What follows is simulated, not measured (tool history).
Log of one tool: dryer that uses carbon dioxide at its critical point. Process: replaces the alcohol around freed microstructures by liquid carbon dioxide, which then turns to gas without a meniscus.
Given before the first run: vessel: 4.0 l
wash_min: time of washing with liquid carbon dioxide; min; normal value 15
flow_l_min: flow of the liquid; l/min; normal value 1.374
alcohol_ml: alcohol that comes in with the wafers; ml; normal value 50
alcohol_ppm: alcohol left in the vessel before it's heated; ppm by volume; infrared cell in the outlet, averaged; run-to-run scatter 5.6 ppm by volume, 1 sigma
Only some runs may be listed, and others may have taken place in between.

run,hour,wash_min,flow_l_min,alcohol_ml,alcohol_ppm
1,0,15,1.374,50,261
2,65.3,20,1.374,50,80
3,101.2,20,1.25,50,133
4,154.6,20,1.25,50,162
5,190.8,20,1.25,50,156
6,256.1,15,1.374,50,350
# hour 288.3: inlet filter changed
7,302.6,15,1.374,50,202
8,366.3,15,1.374,50,218
9,431.4,15,1.374,50,222
10,484.2,15,1.374,50,236
11,532.8,15,1.374,50,251
12,574.6,15,1.374,48,262
13,628.3,15,2.11,50,67
14,662,15,2.11,50,68
15,704.7,15,2.11,50,78
16,735.1,15,2.11,50,77
17,773.3,15,2.11,50,71
18,839.9,15,2.11,50,85
19,904.9,15,2.11,50,95
20,968.2,15,1.374,50,389
# hour 985.7: inlet filter changed
21,1029.2,15,1.374,50,242
22,1078.3,15,1.374,50,249
23,1129,15,1.374,50,270
24,1170.5,15,1.374,50,274
25,1203.7,15,1.374,50,279
26,1266,15,1.63,22,124
27,1308.5,10,1.43,50,862
28,1364.1,21,1.374,85,167
29,1396.4,13,1.374,85,793
30,1425.4,11,1.73,42,369
31,1459.6,20,1.73,42,89
32,1501.6,10,2.27,42,237
33,1568,14,1.45,47,385
34,1607.2,23,1.19,24,131
35,1663.6,23,1.19,24,132
# hour 1685.9: inlet filter changed
36,1721.5,15,1.37,35,213
37,1760.2,15,1.58,42,170
38,1800.1,15,1.58,55,213
# hour 1832.9: purifier's bed changed
39,1858.9,13,1.3,22,184
40,1892.1,13,1.3,22,193
41,1924.9,13,1.18,112,1385
42,1956.8,13,1.18,112,1394
43,1987.2,12,1.374,50,504
44,2057.5,10,1.53,109,1457
45,2115.7,17,1.79,94,91
46,2170.9,17,1.79,51,67

4 options for the next run, each taken on its own from the tool as it stands now. Forecast them:
A,2215.4,10,1.53,35,?
B,2215.4,17,0.86,51,?
C,2215.4,18,1.79,81,?
D,2215.4,17,1.79,42,?

run,alcohol_ppm
A,536
B,948
C,82
D,58
Had the tool no hidden state, the same runs would have come out as:
run,alcohol_ppm
A,351
B,648
C,34
D,18
